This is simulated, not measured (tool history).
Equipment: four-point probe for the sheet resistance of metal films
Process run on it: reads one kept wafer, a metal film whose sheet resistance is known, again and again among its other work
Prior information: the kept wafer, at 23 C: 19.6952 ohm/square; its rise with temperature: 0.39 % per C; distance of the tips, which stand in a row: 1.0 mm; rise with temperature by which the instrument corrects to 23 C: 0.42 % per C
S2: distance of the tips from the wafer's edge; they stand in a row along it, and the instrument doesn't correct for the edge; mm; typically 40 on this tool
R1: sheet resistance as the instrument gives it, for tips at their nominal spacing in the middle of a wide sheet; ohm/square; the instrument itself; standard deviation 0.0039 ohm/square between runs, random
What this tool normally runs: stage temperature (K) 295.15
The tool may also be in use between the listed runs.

run 1 hour=0 | stage_temperature_(K)=295.15 S2=40 | R1=19.742456
run 2 hour=47.6 | stage_temperature_(K)=294.15 S2=40 | R1=19.74433
run 3 hour=108.4 | stage_temperature_(K)=307.15 S2=40 | R1=19.686393
run 4 hour=149.8 | stage_temperature_(K)=307.15 S2=40 | R1=19.675521
run 5 hour=213.5 | stage_temperature_(K)=307.15 S2=40 | R1=19.668714
run 6 hour=288.1 | stage_temperature_(K)=307.15 S2=40 | R1=19.657342
run 7 hour=361.7 | stage_temperature_(K)=307.15 S2=40 | R1=19.656983
run 8 hour=408 | stage_temperature_(K)=307.15 S2=40 | R1=19.648084
run 9 hour=465 | stage_temperature_(K)=295.15 S2=40 | R1=19.716563
run 10 hour=511.7 | stage_temperature_(K)=295.15 S2=40 | R1=19.711023
run 11 hour=568.2 | stage_temperature_(K)=295.15 S2=40 | R1=19.713123
run 12 hour=643.8 | stage_temperature_(K)=295.15 S2=40 | R1=19.699494
run 13 hour=677.9 | stage_temperature_(K)=300.15 S2=20 | R1=19.691939
run 14 hour=734.8 | stage_temperature_(K)=295.15 S2=23 | R1=19.713649
run 15 hour=775.4 | stage_temperature_(K)=298.15 S2=32 | R1=19.598984
run 16 hour=809.1 | stage_temperature_(K)=307.15 S2=40 | R1=19.544142
run 17 hour=873 | stage_temperature_(K)=303.15 S2=24 | R1=19.575056
run 18 hour=921.3 | stage_temperature_(K)=292.15 S2=6 | R1=19.897416
run 19 hour=993.6 | stage_temperature_(K)=292.15 S2=6 | R1=19.898753
run 20 hour=1027.5 | stage_temperature_(K)=298.15 S2=5 | R1=19.981888
run 21 hour=1074.9 | stage_temperature_(K)=299.15 S2=18 | R1=19.595101

Not shown here: 1 entry made in the log between runs. Locate each between two listed runs and compare the hidden state at the listed run before it with the hidden state at the listed run after it:
After run 14, before run 15: stage's thermometer calibrated (hour 747.9)
  inner tips' distance over the nominal, %: -0.448 -> -0.465; wafer's true temperature over the reading, C: 1.11 -> 0.02
  measured minus no-state result, R1: -0.010083 -> -0.097785 ohm/square

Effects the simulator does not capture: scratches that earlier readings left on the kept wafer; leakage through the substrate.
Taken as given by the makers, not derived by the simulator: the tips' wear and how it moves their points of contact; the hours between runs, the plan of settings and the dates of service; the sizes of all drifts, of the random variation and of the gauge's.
